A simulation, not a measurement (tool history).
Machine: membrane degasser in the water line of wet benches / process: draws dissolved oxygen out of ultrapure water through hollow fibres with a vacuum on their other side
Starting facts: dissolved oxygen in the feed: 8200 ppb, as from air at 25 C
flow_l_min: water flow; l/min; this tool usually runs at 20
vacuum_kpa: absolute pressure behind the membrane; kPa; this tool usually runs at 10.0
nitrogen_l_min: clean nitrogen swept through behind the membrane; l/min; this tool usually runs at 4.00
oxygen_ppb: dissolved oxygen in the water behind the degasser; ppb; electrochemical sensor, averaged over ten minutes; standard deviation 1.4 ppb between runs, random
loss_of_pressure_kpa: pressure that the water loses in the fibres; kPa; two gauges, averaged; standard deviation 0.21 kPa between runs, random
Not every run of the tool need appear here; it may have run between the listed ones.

run 1 hour=0.0 | flow_l_min=20 vacuum_kpa=10.0 nitrogen_l_min=4.00 | oxygen_ppb=142.7 loss_of_pressure_kpa=51.69
run 2 hour=141.8 | flow_l_min=20 vacuum_kpa=23.3 nitrogen_l_min=4.00 | oxygen_ppb=300.0 loss_of_pressure_kpa=51.75
run 3 hour=263.4 | flow_l_min=20 vacuum_kpa=10.0 nitrogen_l_min=2.53 | oxygen_ppb=186.1 loss_of_pressure_kpa=51.70
run 4 hour=385.7 | flow_l_min=20 vacuum_kpa=10.0 nitrogen_l_min=2.53 | oxygen_ppb=187.6 loss_of_pressure_kpa=51.60
run 5 hour=531.0 | flow_l_min=20 vacuum_kpa=10.0 nitrogen_l_min=2.53 | oxygen_ppb=185.9 loss_of_pressure_kpa=51.33
run 6 hour=652.1 | flow_l_min=20 vacuum_kpa=10.0 nitrogen_l_min=4.00 | oxygen_ppb=141.6 loss_of_pressure_kpa=51.77
run 7 hour=783.7 | flow_l_min=20 vacuum_kpa=10.0 nitrogen_l_min=4.00 | oxygen_ppb=144.7 loss_of_pressure_kpa=51.73
run 8 hour=875.9 | flow_l_min=20 vacuum_kpa=10.0 nitrogen_l_min=4.00 | oxygen_ppb=144.9 loss_of_pressure_kpa=51.26
run 9 hour=1005.5 | flow_l_min=20 vacuum_kpa=10.0 nitrogen_l_min=4.00 | oxygen_ppb=142.1 loss_of_pressure_kpa=51.71
run 10 hour=1091.9 | flow_l_min=20 vacuum_kpa=10.0 nitrogen_l_min=4.00 | oxygen_ppb=144.1 loss_of_pressure_kpa=51.84
-- hour=1101.0 vacuum gauge calibrated
run 11 hour=1238.1 | flow_l_min=20 vacuum_kpa=10.0 nitrogen_l_min=4.00 | oxygen_ppb=142.6 loss_of_pressure_kpa=51.75
run 12 hour=1333.7 | flow_l_min=20 vacuum_kpa=10.0 nitrogen_l_min=4.00 | oxygen_ppb=144.1 loss_of_pressure_kpa=51.84
run 13 hour=1437.9 | flow_l_min=20 vacuum_kpa=6.4 nitrogen_l_min=4.00 | oxygen_ppb=102.2 loss_of_pressure_kpa=51.84
run 14 hour=1513.4 | flow_l_min=20 vacuum_kpa=6.4 nitrogen_l_min=4.00 | oxygen_ppb=102.1 loss_of_pressure_kpa=51.97
run 15 hour=1665.2 | flow_l_min=20 vacuum_kpa=6.4 nitrogen_l_min=4.00 | oxygen_ppb=101.0 loss_of_pressure_kpa=51.60
-- hour=1696.4 vacuum gauge calibrated, once more
run 16 hour=1762.2 | flow_l_min=20 vacuum_kpa=6.4 nitrogen_l_min=4.00 | oxygen_ppb=101.8 loss_of_pressure_kpa=52.13
run 17 hour=1842.7 | flow_l_min=20 vacuum_kpa=6.4 nitrogen_l_min=4.00 | oxygen_ppb=101.6 loss_of_pressure_kpa=52.04
run 18 hour=1993.0 | flow_l_min=20 vacuum_kpa=6.4 nitrogen_l_min=4.00 | oxygen_ppb=102.8 loss_of_pressure_kpa=51.89
run 19 hour=2126.1 | flow_l_min=20 vacuum_kpa=10.0 nitrogen_l_min=4.00 | oxygen_ppb=145.2 loss_of_pressure_kpa=52.00
run 20 hour=2275.3 | flow_l_min=30 vacuum_kpa=9.5 nitrogen_l_min=1.87 | oxygen_ppb=487.2 loss_of_pressure_kpa=77.96
run 21 hour=2365.2 | flow_l_min=23 vacuum_kpa=12.0 nitrogen_l_min=6.17 | oxygen_ppb=189.0 loss_of_pressure_kpa=59.84
run 22 hour=2512.9 | flow_l_min=23 vacuum_kpa=12.0 nitrogen_l_min=6.17 | oxygen_ppb=194.0 loss_of_pressure_kpa=59.95
run 23 hour=2584.0 | flow_l_min=18 vacuum_kpa=10.1 nitrogen_l_min=9.77 | oxygen_ppb=71.7 loss_of_pressure_kpa=47.07
-- hour=2628.0 seals of the vacuum lines changed
run 24 hour=2693.2 | flow_l_min=25 vacuum_kpa=18.7 nitrogen_l_min=1.78 | oxygen_ppb=619.8 loss_of_pressure_kpa=65.30
run 25 hour=2779.3 | flow_l_min=18 vacuum_kpa=18.3 nitrogen_l_min=1.64 | oxygen_ppb=417.2 loss_of_pressure_kpa=46.82
run 26 hour=2937.0 | flow_l_min=20 vacuum_kpa=21.4 nitrogen_l_min=4.00 | oxygen_ppb=281.2 loss_of_pressure_kpa=52.52
run 27 hour=3011.6 | flow_l_min=12 vacuum_kpa=16.5 nitrogen_l_min=4.00 | oxygen_ppb=101.4 loss_of_pressure_kpa=31.33
run 28 hour=3101.6 | flow_l_min=22 vacuum_kpa=20.3 nitrogen_l_min=3.50 | oxygen_ppb=342.4 loss_of_pressure_kpa=57.66
run 29 hour=3176.7 | flow_l_min=31 vacuum_kpa=10.6 nitrogen_l_min=2.20 | oxygen_ppb=533.0 loss_of_pressure_kpa=80.85
run 30 hour=3276.8 | flow_l_min=20 vacuum_kpa=16.5 nitrogen_l_min=4.00 | oxygen_ppb=226.2 loss_of_pressure_kpa=52.33
run 31 hour=3365.5 | flow_l_min=20 vacuum_kpa=16.5 nitrogen_l_min=4.00 | oxygen_ppb=219.4 loss_of_pressure_kpa=52.64

Below are 5 alternative next runs, each starting from the tool's condition after run 31. Predict each:
run A hour=3506.4 | flow_l_min=20 vacuum_kpa=6.3 nitrogen_l_min=1.64 | oxygen_ppb=? loss_of_pressure_kpa=?
run B hour=3506.4 | flow_l_min=20 vacuum_kpa=6.7 nitrogen_l_min=4.92 | oxygen_ppb=? loss_of_pressure_kpa=?
run C hour=3506.4 | flow_l_min=13 vacuum_kpa=17.4 nitrogen_l_min=6.51 | oxygen_ppb=? loss_of_pressure_kpa=?
run D hour=3506.4 | flow_l_min=31 vacuum_kpa=16.5 nitrogen_l_min=3.35 | oxygen_ppb=? loss_of_pressure_kpa=?
run E hour=3506.4 | flow_l_min=32 vacuum_kpa=10.0 nitrogen_l_min=1.94 | oxygen_ppb=? loss_of_pressure_kpa=?

run=A oxygen_ppb=152.2 loss_of_pressure_kpa=52.49
run=B oxygen_ppb=101.1 loss_of_pressure_kpa=52.33
run=C oxygen_ppb=79.5 loss_of_pressure_kpa=34.02
run=D oxygen_ppb=570.7 loss_of_pressure_kpa=81.33
run=E oxygen_ppb=572.9 loss_of_pressure_kpa=84.36
The same runs, with their run-to-run variation unchanged, on a tool lacking any hidden condition would have given:
run=A oxygen_ppb=142.2 loss_of_pressure_kpa=50.96
run=B oxygen_ppb=91.7 loss_of_pressure_kpa=50.81
run=C oxygen_ppb=77.5 loss_of_pressure_kpa=33.03
run=D oxygen_ppb=542.3 loss_of_pressure_kpa=78.97
run=E oxygen_ppb=541.8 loss_of_pressure_kpa=81.92
